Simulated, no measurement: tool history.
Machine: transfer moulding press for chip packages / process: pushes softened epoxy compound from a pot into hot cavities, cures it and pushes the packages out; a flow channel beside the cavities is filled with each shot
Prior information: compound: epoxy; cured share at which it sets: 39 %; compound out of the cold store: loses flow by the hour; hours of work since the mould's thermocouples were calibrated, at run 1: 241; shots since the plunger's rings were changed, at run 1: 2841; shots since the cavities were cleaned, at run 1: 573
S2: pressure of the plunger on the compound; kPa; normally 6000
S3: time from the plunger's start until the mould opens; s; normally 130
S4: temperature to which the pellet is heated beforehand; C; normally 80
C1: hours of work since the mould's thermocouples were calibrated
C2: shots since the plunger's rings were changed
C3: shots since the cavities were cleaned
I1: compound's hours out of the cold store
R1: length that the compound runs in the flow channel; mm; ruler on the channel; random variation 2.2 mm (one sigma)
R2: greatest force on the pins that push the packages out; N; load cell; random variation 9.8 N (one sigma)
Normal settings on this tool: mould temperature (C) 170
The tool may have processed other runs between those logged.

run 1 hour=0 | mould_temperature_(C)=170 S2=6000 S3=130 S4=80 | C1=241 C2=2841 C3=573 | I1=38 | R1=742 R2=693
run 2 hour=13.9 | mould_temperature_(C)=170 S2=6000 S3=130 S4=80 | C1=249 C2=2970 C3=702 | I1=27.9 | R1=775 R2=744
-- hour=21 cavities cleaned with cleaning compound and waxed
run 3 hour=24.7 | mould_temperature_(C)=170 S2=6000 S3=130 S4=80 | C1=255 C2=3055 C3=34 | I1=38.8 | R1=737 R2=458
run 4 hour=31.7 | mould_temperature_(C)=170 S2=6000 S3=130 S4=80 | C1=259 C2=3119 C3=98 | I1=15.6 | R1=808 R2=528
run 5 hour=41.4 | mould_temperature_(C)=166 S2=6000 S3=130 S4=80 | C1=265 C2=3209 C3=188 | I1=33.1 | R1=768 R2=697
run 6 hour=53.5 | mould_temperature_(C)=166 S2=6000 S3=123 S4=80 | C1=272 C2=3320 C3=299 | I1=25.3 | R1=790 R2=896
run 7 hour=67 | mould_temperature_(C)=166 S2=6000 S3=123 S4=80 | C1=280 C2=3445 C3=424 | I1=33 | R1=767 R2=891
run 8 hour=75.9 | mould_temperature_(C)=166 S2=6000 S3=123 S4=80 | C1=285 C2=3527 C3=506 | I1=40.1 | R1=742 R2=914
-- hour=79.3 plunger's sealing rings changed
run 9 hour=92.3 | mould_temperature_(C)=166 S2=6000 S3=123 S4=80 | C1=293 C2=120 C3=634 | I1=14.5 | R1=850 R2=1066
run 10 hour=104 | mould_temperature_(C)=166 S2=6000 S3=123 S4=80 | C1=300 C2=227 C3=741 | I1=43.7 | R1=760 R2=1007
-- hour=107.3 cavities cleaned with cleaning compound and waxed
run 11 hour=115.8 | mould_temperature_(C)=166 S2=6000 S3=123 S4=80 | C1=306 C2=322 C3=78 | I1=36 | R1=784 R2=675
run 12 hour=125.6 | mould_temperature_(C)=166 S2=6000 S3=135 S4=80 | C1=311 C2=412 C3=168 | I1=22 | R1=825 R2=657
run 13 hour=133.7 | mould_temperature_(C)=166 S2=6000 S3=135 S4=80 | C1=316 C2=487 C3=243 | I1=11.4 | R1=861 R2=715
run 14 hour=140.3 | mould_temperature_(C)=166 S2=6000 S3=135 S4=80 | C1=320 C2=548 C3=304 | I1=31.3 | R1=795 R2=726
run 15 hour=153.6 | mould_temperature_(C)=166 S2=6000 S3=112 S4=80 | C1=328 C2=671 C3=427 | I1=12.1 | R1=857 R2=1204
run 16 hour=163.3 | mould_temperature_(C)=166 S2=4750 S3=136 S4=74 | C1=333 C2=760 C3=516 | I1=8.3 | R1=774 R2=866
run 17 hour=176.6 | mould_temperature_(C)=167 S2=6400 S3=123 S4=80 | C1=341 C2=883 C3=639 | I1=13 | R1=877 R2=971
-- hour=191.2 cavities cleaned with cleaning compound and waxed
run 18 hour=191.2 | mould_temperature_(C)=168 S2=5410 S3=130 S4=80 | C1=349 C2=1003 C3=0 | I1=46.4 | R1=702 R2=463
run 19 hour=204.2 | mould_temperature_(C)=170 S2=7320 S3=130 S4=75 | C1=357 C2=1122 C3=119 | I1=37.5 | R1=836 R2=516
run 20 hour=216.9 | mould_temperature_(C)=165 S2=5390 S3=148 S4=78 | C1=364 C2=1240 C3=237 | I1=37.4 | R1=736 R2=607
run 21 hour=230.7 | mould_temperature_(C)=165 S2=5390 S3=148 S4=78 | C1=372 C2=1367 C3=364 | I1=47.2 | R1=706 R2=669
run 22 hour=244.6 | mould_temperature_(C)=173 S2=6780 S3=148 S4=83 | C1=380 C2=1495 C3=492 | I1=45.6 | R1=765 R2=565
run 23 hour=257.5 | mould_temperature_(C)=164 S2=6000 S3=162 S4=86 | C1=388 C2=1614 C3=611 | I1=10.7 | R1=857 R2=721
run 24 hour=271.4 | mould_temperature_(C)=172 S2=6000 S3=155 S4=80 | C1=396 C2=1742 C3=739 | I1=21.9 | R1=787 R2=638
-- hour=274.7 cavities cleaned with cleaning compound and waxed
run 25 hour=284.2 | mould_temperature_(C)=172 S2=6000 S3=155 S4=80 | C1=403 C2=1846 C3=87 | I1=14 | R1=812 R2=401
run 26 hour=297.1 | mould_temperature_(C)=172 S2=6000 S3=155 S4=80 | C1=410 C2=1965 C3=206 | I1=13.2 | R1=815 R2=465
run 27 hour=305.6 | mould_temperature_(C)=172 S2=6000 S3=155 S4=80 | C1=415 C2=2043 C3=284 | I1=13.3 | R1=818 R2=516
run 28 hour=315.5 | mould_temperature_(C)=170 S2=6000 S3=135 S4=83 | C1=421 C2=2134 C3=375 | I1=38.8 | R1=747 R2=595

Here are 4 independent what-if runs from the current tool condition. What would each one return?
run A hour=324.4 | mould_temperature_(C)=171 S2=6000 S3=135 S4=87 | C1=426 C2=2216 C3=457 | I1=41.2 | R1=? R2=?
run B hour=324.4 | mould_temperature_(C)=170 S2=5260 S3=130 S4=82 | C1=426 C2=2216 C3=457 | I1=27.3 | R1=? R2=?
run C hour=324.4 | mould_temperature_(C)=176 S2=7290 S3=135 S4=83 | C1=426 C2=2216 C3=457 | I1=42.7 | R1=? R2=?
run D hour=324.4 | mould_temperature_(C)=163 S2=6000 S3=159 S4=77 | C1=426 C2=2216 C3=457 | I1=12.4 | R1=? R2=?

run=A R1=735 R2=613
run=B R1=727 R2=679
run=C R1=785 R2=589
run=D R1=854 R2=738
Had the tool no hidden state, the same runs would have come out as:
run=A R1=753 R2=390
run=B R1=745 R2=437
run=C R1=804 R2=373
run=D R1=875 R2=480

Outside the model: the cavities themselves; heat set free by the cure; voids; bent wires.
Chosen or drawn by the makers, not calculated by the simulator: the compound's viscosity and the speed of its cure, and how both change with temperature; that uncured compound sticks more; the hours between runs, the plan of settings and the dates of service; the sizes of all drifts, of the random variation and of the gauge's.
